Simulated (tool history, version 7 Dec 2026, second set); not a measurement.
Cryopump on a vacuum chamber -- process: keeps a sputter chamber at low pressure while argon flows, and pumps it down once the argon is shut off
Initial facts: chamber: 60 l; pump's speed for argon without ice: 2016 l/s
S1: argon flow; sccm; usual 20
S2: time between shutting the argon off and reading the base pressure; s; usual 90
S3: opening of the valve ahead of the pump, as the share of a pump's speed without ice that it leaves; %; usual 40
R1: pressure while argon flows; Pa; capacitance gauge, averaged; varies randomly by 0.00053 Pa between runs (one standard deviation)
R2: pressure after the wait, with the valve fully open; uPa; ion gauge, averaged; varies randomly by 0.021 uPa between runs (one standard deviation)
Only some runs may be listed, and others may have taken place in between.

Run 1, hour 0: usual settings. Result: R1 0.042 Pa, R2 0.48 uPa.
Run 2, hour 10.9: usual settings. Result: R1 0.0427 Pa, R2 0.52 uPa.
Run 3, hour 31.2: usual settings but S3 17 %. Result: R1 0.1001 Pa, R2 0.47 uPa.
Run 4, hour 45.3: usual settings. Result: R1 0.0425 Pa, R2 0.47 uPa.
Run 5, hour 63.3: usual settings. Result: R1 0.0425 Pa, R2 0.47 uPa.
Run 6, hour 84.2: usual settings. Result: R1 0.0435 Pa, R2 0.47 uPa.
Run 7, hour 101.1: usual settings. Result: R1 0.043 Pa, R2 0.51 uPa.
Run 8, hour 117.4: usual settings but S2 28 s, S3 22 %. Result: R1 0.0791 Pa, R2 1.06 uPa.
Run 9, hour 137.1: usual settings but S1 25 sccm, S2 28 s, S3 22 %. Result: R1 0.0989 Pa, R2 1.09 uPa.

Expected results for the next run?
Run 10, hour 157.1: usual settings but S1 25 sccm, S2 28 s, S3 22 %. Result: R1 ?, R2 ?.

R1: 0.0978 Pa
R2: 1.07 uPa
The same run, on a tool lacking any hidden state, would have yielded R1 0.095 Pa, R2 0.95 uPa.

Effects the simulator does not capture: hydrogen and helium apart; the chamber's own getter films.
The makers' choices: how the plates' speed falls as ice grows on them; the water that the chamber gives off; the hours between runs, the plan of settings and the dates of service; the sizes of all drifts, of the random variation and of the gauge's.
